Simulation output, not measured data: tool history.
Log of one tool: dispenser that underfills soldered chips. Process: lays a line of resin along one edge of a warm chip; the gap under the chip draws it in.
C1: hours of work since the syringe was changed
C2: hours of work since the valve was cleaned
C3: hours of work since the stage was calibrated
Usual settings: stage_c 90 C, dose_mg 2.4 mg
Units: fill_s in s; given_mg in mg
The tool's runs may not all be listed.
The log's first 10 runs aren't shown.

Run 11, day 3.625: usual settings; C1 7; C2 57; C3 245. Result: fill_s 42.4 s, given_mg 2.335 mg.
At day 3.754: new syringe of resin.
Run 12, day 4.138: usual settings; C1 6; C2 65; C3 253. Result: fill_s 37.2 s, given_mg 2.325 mg.
At day 4.333: new syringe of resin.
Run 13, day 4.433: usual settings but dose_mg 2.97 mg; C1 2; C2 69; C3 257. Result: fill_s 27.6 s, given_mg 2.875 mg.
At day 4.912: new syringe of resin.
Run 14, day 4.929: usual settings but dose_mg 2.97 mg; C1 0; C2 77; C3 265. Result: fill_s 25.8 s, given_mg 2.871 mg.
Run 15, day 5.283: usual settings but dose_mg 2.97 mg; C1 6; C2 83; C3 271. Result: fill_s 36.6 s, given_mg 2.845 mg.
At day 5.492: new syringe of resin.
Run 16, day 5.667: usual settings but dose_mg 2.97 mg; C1 3; C2 89; C3 277. Result: fill_s 30.6 s, given_mg 2.857 mg.
At day 5.788: dispensing valve cleaned and set on the balance.
Run 17, day 5.921: usual settings but dose_mg 2.97 mg; C1 6; C2 2; C3 280. Result: fill_s 37.5 s, given_mg 2.957 mg.
At day 6.138: new syringe of resin.
Run 18, day 6.267: usual settings but stage_c 102 C; C1 2; C2 8; C3 285. Result: fill_s 16.3 s, given_mg 2.393 mg.
Run 19, day 6.483: usual settings but stage_c 92 C, dose_mg 2.98 mg; C1 5; C2 11; C3 289. Result: fill_s 32.2 s, given_mg 2.971 mg.
At day 6.717: new syringe of resin.
Run 20, day 6.879: usual settings but stage_c 105 C, dose_mg 2.3 mg; C1 3; C2 17; C3 295. Result: fill_s 14.9 s, given_mg 2.288 mg.
Run 21, day 7.229: usual settings but dose_mg 2.49 mg; C1 8; C2 23; C3 300. Result: fill_s 41.6 s, given_mg 2.461 mg.
At day 7.317: new syringe of resin.
Run 22, day 7.529: usual settings but stage_c 80 C, dose_mg 2.15 mg; C1 3; C2 27; C3 305. Result: fill_s 51.8 s, given_mg 2.122 mg.
At day 7.888: new syringe of resin.
Run 23, day 7.921: usual settings but stage_c 100 C, dose_mg 2.94 mg; C1 1; C2 33; C3 311. Result: fill_s 16.1 s, given_mg 2.907 mg.
Run 24, day 8.433: usual settings but stage_c 96 C, dose_mg 2.16 mg; C1 9; C2 42; C3 319. Result: fill_s 33 s, given_mg 2.12 mg.
At day 8.471: new syringe of resin.
Run 25, day 8.683: usual settings but stage_c 96 C, dose_mg 2.16 mg; C1 3; C2 45; C3 323. Result: fill_s 23.2 s, given_mg 2.111 mg.
At day 9.075: new syringe of resin.
Run 26, day 9.162: usual settings but stage_c 83 C, dose_mg 2.07 mg; C1 1; C2 53; C3 331. Result: fill_s 40 s, given_mg 2.039 mg.
Run 27, day 9.512: usual settings but stage_c 86 C, dose_mg 2.43 mg; C1 7; C2 58; C3 336. Result: fill_s 46.8 s, given_mg 2.363 mg.
At day 9.646: new syringe of resin.
Run 28, day 9.833: usual settings but stage_c 92 C, dose_mg 2.97 mg; C1 3; C2 63; C3 341. Result: fill_s 26.6 s, given_mg 2.881 mg.
Run 29, day 10.071: usual settings but stage_c 92 C, dose_mg 2.97 mg; C1 7; C2 67; C3 345. Result: fill_s 33.8 s, given_mg 2.884 mg.
At day 10.212: new syringe of resin.
Run 30, day 10.446: usual settings but stage_c 92 C, dose_mg 2.97 mg; C1 4; C2 73; C3 351. Result: fill_s 28 s, given_mg 2.866 mg.
At day 10.783: new syringe of resin.
Run 31, day 10.95: usual settings but stage_c 92 C, dose_mg 2.97 mg; C1 3; C2 81; C3 359. Result: fill_s 25.8 s, given_mg 2.866 mg.
Run 32, day 11.267: usual settings but stage_c 92 C, dose_mg 2.97 mg; C1 8; C2 86; C3 364. Result: fill_s 36.3 s, given_mg 2.852 mg.
At day 11.375: new syringe of resin.
At day 11.579: dispensing valve cleaned and set on the balance.
Run 33, day 11.65: usual settings but stage_c 92 C, dose_mg 2.97 mg; C1 4; C2 1; C3 369. Result: fill_s 28.3 s, given_mg 2.976 mg.
Run 34, day 11.867: usual settings but dose_mg 2.71 mg; C1 7; C2 5; C3 372. Result: fill_s 38.6 s, given_mg 2.71 mg.
At day 11.996: new syringe of resin.
Run 35, day 12.112: usual settings but dose_mg 2.71 mg; C1 2; C2 8; C3 376. Result: fill_s 27.5 s, given_mg 2.702 mg.

Forecast each of these 3 alternatives for the next run:
Run A, day 12.483: usual settings but stage_c 84 C, dose_mg 2.48 mg; C1 8; C2 14; C3 382. Result: fill_s ?, given_mg ?.
Run B, day 12.483: usual settings but stage_c 97 C, dose_mg 3.02 mg; C1 8; C2 14; C3 382. Result: fill_s ?, given_mg ?.
Run C, day 12.483: usual settings but stage_c 104 C, dose_mg 2.25 mg; C1 8; C2 14; C3 382. Result: fill_s ?, given_mg ?.

run  fill_s  given_mg
  A    52.8     2.466
  B      28     2.994
  C    21.1     2.234
Without the tool's hidden state the same runs would have given:
run  fill_s  given_mg
  A    36.9      2.48
  B    19.5     3.012
  C    14.6     2.247
